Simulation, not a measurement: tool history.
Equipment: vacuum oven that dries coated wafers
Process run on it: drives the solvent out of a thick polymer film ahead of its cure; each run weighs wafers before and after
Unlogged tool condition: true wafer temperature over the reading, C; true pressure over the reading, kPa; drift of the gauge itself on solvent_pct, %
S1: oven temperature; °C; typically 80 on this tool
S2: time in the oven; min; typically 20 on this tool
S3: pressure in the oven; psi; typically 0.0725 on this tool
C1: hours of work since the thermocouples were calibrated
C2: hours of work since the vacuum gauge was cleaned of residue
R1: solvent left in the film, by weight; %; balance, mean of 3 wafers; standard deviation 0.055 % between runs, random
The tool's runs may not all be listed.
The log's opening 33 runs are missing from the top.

run	hour	S1	S2	S3	C1	C2	R1
34	984.9	80	23	0.1519	780	1775	2.96
35	1025.8	69	17	0.0386	811	1806	6.72
36	1058.0	68	20	0.1440	836	1831	7.19
# hour 1065.7: oven's thermocouples calibrated
37	1085.6	68	22	0.0776	15	1850	5.69
38	1113.2	80	20	0.2795	36	1871	4.60
39	1139.8	81	16	0.0486	57	1892	3.36
40	1181.3	87	15	0.1855	89	1924	3.22
41	1223.8	67	30	0.1855	121	1956	5.73
42	1255.5	67	30	0.1855	146	1981	5.98
43	1296.1	90	20	0.2019	177	2012	1.99
44	1328.6	90	21	0.1433	202	2037	1.48
45	1367.0	72	17	0.1433	231	2066	6.66
46	1390.7	80	19	0.1433	249	2084	3.51

Each row is a separate what-if for the run after 46, all from the same tool condition, not one after another. Results?
A	1413.9	68	19	0.0390	267	2102	?
B	1413.9	79	16	0.1027	267	2102	?
C	1413.9	80	20	0.1021	267	2102	?
D	1413.9	84	16	0.1018	267	2102	?

run	R1
A	6.10
B	4.40
C	3.01
D	2.99
Take away the tool's hidden state, keep each run's random variation, and the runs would have read:
run	R1
A	6.07
B	4.38
C	2.99
D	2.97

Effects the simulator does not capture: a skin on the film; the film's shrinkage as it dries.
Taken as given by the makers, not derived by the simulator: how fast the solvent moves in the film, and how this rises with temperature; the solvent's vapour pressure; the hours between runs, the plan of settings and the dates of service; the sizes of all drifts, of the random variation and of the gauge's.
